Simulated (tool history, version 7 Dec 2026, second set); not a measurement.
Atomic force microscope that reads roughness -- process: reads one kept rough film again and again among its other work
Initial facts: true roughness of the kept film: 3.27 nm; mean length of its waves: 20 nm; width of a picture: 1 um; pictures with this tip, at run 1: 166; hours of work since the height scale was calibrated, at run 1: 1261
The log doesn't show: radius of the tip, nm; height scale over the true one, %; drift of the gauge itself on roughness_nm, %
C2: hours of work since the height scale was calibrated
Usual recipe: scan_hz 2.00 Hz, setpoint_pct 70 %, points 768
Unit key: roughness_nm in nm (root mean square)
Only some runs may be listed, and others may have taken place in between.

run 1 hour=0.0 | scan_hz=2.00 setpoint_pct=70 points=768 | pictures_with_this_tip=166 C2=1261 | roughness_nm=2.087
run 2 hour=43.9 | scan_hz=2.00 setpoint_pct=70 points=768 | pictures_with_this_tip=239 C2=1295 | roughness_nm=1.954
-- hour=69.9 height scale calibrated on a step standard
-- hour=112.0 new tip fitted
run 3 hour=124.7 | scan_hz=1.51 setpoint_pct=70 points=768 | pictures_with_this_tip=21 C2=42 | roughness_nm=2.620
run 4 hour=183.2 | scan_hz=2.00 setpoint_pct=70 points=283 | pictures_with_this_tip=119 C2=87 | roughness_nm=2.266
run 5 hour=238.6 | scan_hz=2.00 setpoint_pct=73 points=768 | pictures_with_this_tip=212 C2=129 | roughness_nm=2.072
run 6 hour=316.9 | scan_hz=2.00 setpoint_pct=73 points=768 | pictures_with_this_tip=344 C2=190 | roughness_nm=1.813
-- hour=321.4 new tip fitted
run 7 hour=362.7 | scan_hz=2.00 setpoint_pct=73 points=768 | pictures_with_this_tip=70 C2=225 | roughness_nm=2.420
run 8 hour=402.2 | scan_hz=2.00 setpoint_pct=73 points=768 | pictures_with_this_tip=136 C2=255 | roughness_nm=2.237
run 9 hour=487.9 | scan_hz=1.67 setpoint_pct=56 points=768 | pictures_with_this_tip=280 C2=321 | roughness_nm=2.027
-- hour=531.4 new tip fitted
run 10 hour=543.7 | scan_hz=1.86 setpoint_pct=69 points=273 | pictures_with_this_tip=20 C2=364 | roughness_nm=2.540
run 11 hour=607.0 | scan_hz=1.86 setpoint_pct=68 points=977 | pictures_with_this_tip=126 C2=412 | roughness_nm=2.329
run 12 hour=672.9 | scan_hz=1.86 setpoint_pct=68 points=977 | pictures_with_this_tip=237 C2=463 | roughness_nm=2.088
run 13 hour=708.6 | scan_hz=2.38 setpoint_pct=70 points=768 | pictures_with_this_tip=297 C2=491 | roughness_nm=1.938
-- hour=743.9 new tip fitted
run 14 hour=767.8 | scan_hz=2.38 setpoint_pct=70 points=768 | pictures_with_this_tip=40 C2=536 | roughness_nm=2.455
run 15 hour=848.8 | scan_hz=2.25 setpoint_pct=85 points=361 | pictures_with_this_tip=176 C2=598 | roughness_nm=1.981
run 16 hour=895.7 | scan_hz=2.25 setpoint_pct=85 points=528 | pictures_with_this_tip=255 C2=634 | roughness_nm=1.864

Describe how what the log doesn't record of the tool's condition differs between the last listed run preceding each entry between runs and the first listed run following it.
Runs 2 to 3: height scale calibrated on a step standard (hour 69.9); new tip fitted (hour 112.0)
  radius of the tip, nm: 17.1 -> 6.4; height scale over the true one, %: -2.89 -> 0.15
  difference, measured minus the result without the unlogged condition, roughness_nm: -0.735 -> -0.098 nm (root mean square)
Runs 6 to 7: new tip fitted (hour 321.4)
  radius of the tip, nm: 21.9 -> 8.4; height scale over the true one, %: -0.17 -> -0.25
  difference, measured minus the result without the unlogged condition, roughness_nm: -0.855 -> -0.234 nm (root mean square)
Runs 9 to 10: new tip fitted (hour 531.4)
  radius of the tip, nm: 17.9 -> 5.9; height scale over the true one, %: -0.47 -> -0.57
  difference, measured minus the result without the unlogged condition, roughness_nm: -0.739 -> -0.082 nm (root mean square)
Runs 13 to 14: new tip fitted (hour 743.9)
  radius of the tip, nm: 18.2 -> 7.8; height scale over the true one, %: -0.86 -> -0.97
  difference, measured minus the result without the unlogged condition, roughness_nm: -0.736 -> -0.218 nm (root mean square)

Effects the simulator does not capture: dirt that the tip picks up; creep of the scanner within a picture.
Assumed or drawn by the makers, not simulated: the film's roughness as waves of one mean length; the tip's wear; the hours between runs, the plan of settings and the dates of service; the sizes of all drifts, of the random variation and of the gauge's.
